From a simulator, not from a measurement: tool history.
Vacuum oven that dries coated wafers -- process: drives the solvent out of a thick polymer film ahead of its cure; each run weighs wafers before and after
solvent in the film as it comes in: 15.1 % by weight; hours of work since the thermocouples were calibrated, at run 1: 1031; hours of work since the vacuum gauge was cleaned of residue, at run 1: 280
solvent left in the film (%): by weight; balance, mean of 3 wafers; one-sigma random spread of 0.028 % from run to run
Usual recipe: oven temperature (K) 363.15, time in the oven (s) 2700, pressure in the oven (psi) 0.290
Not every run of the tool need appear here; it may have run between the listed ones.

run	day	oven temperature (K)	time in the oven (s)	pressure in the oven (psi)	hours of work since the thermocouples were calibrated	hours of work since the vacuum gauge was cleaned of residue	solvent left in the film (%)
1	0.000	363.15	2700	0.290	1031	280	3.76
2	0.850	363.15	4020	0.290	1040	290	2.69
3	2.033	363.15	4020	0.290	1054	304	2.69
4	3.283	363.15	4020	0.290	1068	318	2.71
5	4.408	363.15	4020	0.290	1081	331	2.71
# day 5.742: oven's thermocouples calibrated
6	5.904	363.15	4020	0.290	2	347	2.66
7	6.958	363.15	4020	0.290	14	359	2.67
8	7.542	363.15	4020	0.290	21	366	2.68
9	8.708	363.15	2400	0.290	34	379	4.12
10	10.054	363.15	2400	0.290	50	395	4.12
11	11.492	363.15	2400	0.290	66	411	4.14
# day 11.662: oven's thermocouples calibrated, once more
12	12.621	362.15	4560	0.241	11	423	2.37
13	13.446	363.15	3480	0.290	20	433	3.09
14	14.383	363.15	3480	0.290	31	444	3.10

What will run 15 give?
15	15.129	376.15	2700	0.170	40	452	?

Run 15 measured solvent left in the film (%) 1.17.
On a tool with no hidden condition, and with the same random variation, this run would have come out at solvent left in the film (%) 1.12.

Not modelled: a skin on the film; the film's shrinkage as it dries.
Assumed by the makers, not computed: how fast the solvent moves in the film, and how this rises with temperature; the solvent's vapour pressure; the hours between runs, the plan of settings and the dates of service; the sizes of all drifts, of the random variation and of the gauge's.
